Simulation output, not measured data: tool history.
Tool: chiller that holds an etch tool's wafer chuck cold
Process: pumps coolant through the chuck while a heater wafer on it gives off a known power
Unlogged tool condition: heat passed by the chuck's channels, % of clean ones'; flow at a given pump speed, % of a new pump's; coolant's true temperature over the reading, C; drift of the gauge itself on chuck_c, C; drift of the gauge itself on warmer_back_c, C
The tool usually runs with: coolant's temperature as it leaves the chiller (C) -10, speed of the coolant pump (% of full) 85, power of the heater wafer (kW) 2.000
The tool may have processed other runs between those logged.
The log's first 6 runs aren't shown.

| run | day | coolant's temperature as it leaves the chiller (C) | speed of the coolant pump (% of full) | power of the heater wafer (kW) | hours since the coolant was changed and the channels were flushed | hours since the pump was overhauled | hours since the chiller's thermometer was calibrated | chuck's temperature once it has settled (C) | how much warmer the coolant comes back (C) |
|---|---|---|---|---|---|---|---|---|---|
| 7 | 6.500 | -7 | 85 | 2.000 | 4526 | 680 | 2430 | 14.0 | 5.04 |
| 8 | 7.192 | -7 | 85 | 2.000 | 4542 | 697 | 2447 | 14.1 | 5.11 |
| 9 | 8.379 | -7 | 85 | 2.000 | 4571 | 725 | 2475 | 14.0 | 5.03 |
| 10 | 9.708 | -7 | 85 | 2.000 | 4603 | 757 | 2507 | 13.9 | 5.08 |
| 11 | 10.400 | -10 | 85 | 2.000 | 4619 | 774 | 2524 | 11.2 | 5.05 |
| 12 | 11.096 | -10 | 85 | 2.000 | 4636 | 790 | 2540 | 11.1 | 5.10 |
| 13 | 12.150 | -10 | 85 | 2.000 | 4661 | 816 | 2566 | 11.1 | 5.03 |
| 14 | 12.958 | -10 | 85 | 2.000 | 4681 | 835 | 2585 | 10.8 | 5.11 |
|  | 13.233 | coolant pump overhauled |
| 15 | 14.067 | -10 | 85 | 2.000 | 4702 | 20 | 2607 | 11.1 | 5.07 |
| 16 | 14.617 | -10 | 85 | 2.000 | 4716 | 33 | 2620 | 11.0 | 5.10 |
| 17 | 15.342 | -10 | 85 | 2.000 | 4733 | 51 | 2637 | 11.0 | 5.10 |
| 18 | 15.962 | -15 | 87 | 2.000 | 4748 | 65 | 2652 | 5.7 | 4.98 |
| 19 | 17.054 | -10 | 96 | 2.386 | 4774 | 92 | 2678 | 12.8 | 5.26 |
| 20 | 17.796 | -5 | 69 | 2.779 | 4792 | 109 | 2696 | 29.8 | 8.88 |
| 21 | 18.388 | -3 | 96 | 2.000 | 4806 | 124 | 2710 | 16.2 | 4.40 |
| 22 | 19.529 | -3 | 96 | 2.000 | 4834 | 151 | 2738 | 16.1 | 4.39 |
|  | 20.208 | coolant pump overhauled, once more |
| 23 | 21.058 | -15 | 71 | 1.020 | 4865 | 20 | 2769 | -2.7 | 3.20 |
| 24 | 21.679 | -13 | 67 | 1.384 | 4880 | 35 | 2784 | 4.4 | 4.60 |
| 25 | 22.646 | -13 | 87 | 1.595 | 4903 | 58 | 2808 | 3.6 | 3.93 |
| 26 | 23.871 | -14 | 87 | 2.427 | 4933 | 88 | 2837 | 10.9 | 5.95 |
| 27 | 24.633 | -14 | 74 | 2.427 | 4951 | 106 | 2855 | 14.6 | 7.13 |
| 28 | 25.912 | -10 | 81 | 2.757 | 4982 | 137 | 2886 | 20.2 | 7.36 |
| 29 | 26.533 | -1 | 74 | 1.676 | 4997 | 152 | 2901 | 18.8 | 4.92 |
| 30 | 27.575 | -13 | 74 | 2.404 | 5022 | 177 | 2926 | 15.4 | 7.09 |
| 31 | 28.646 | -13 | 74 | 2.404 | 5047 | 202 | 2952 | 15.5 | 7.04 |

Forecast each of these 4 alternatives for the next run:
| A | 29.308 | -5 | 63 | 1.775 | 5063 | 218 | 2967 | ? | ? |
| B | 29.308 | -5 | 67 | 2.899 | 5063 | 218 | 2967 | ? | ? |
| C | 29.308 | -11 | 87 | 1.628 | 5063 | 218 | 2967 | ? | ? |
| D | 29.308 | -13 | 85 | 2.000 | 5063 | 218 | 2967 | ? | ? |

| run | chuck's temperature once it has settled (C) | how much warmer the coolant comes back (C) |
|---|---|---|
| A | 18.7 | 6.33 |
| B | 32.2 | 9.51 |
| C | 5.9 | 3.98 |
| D | 8.0 | 5.01 |
With the hidden condition removed and each run's random variation left untouched, the same runs would have given:
| run | chuck's temperature once it has settled (C) | how much warmer the coolant comes back (C) |
|---|---|---|
| A | 17.3 | 6.32 |
| B | 29.8 | 9.51 |
| C | 4.9 | 3.98 |
| D | 6.7 | 5.01 |
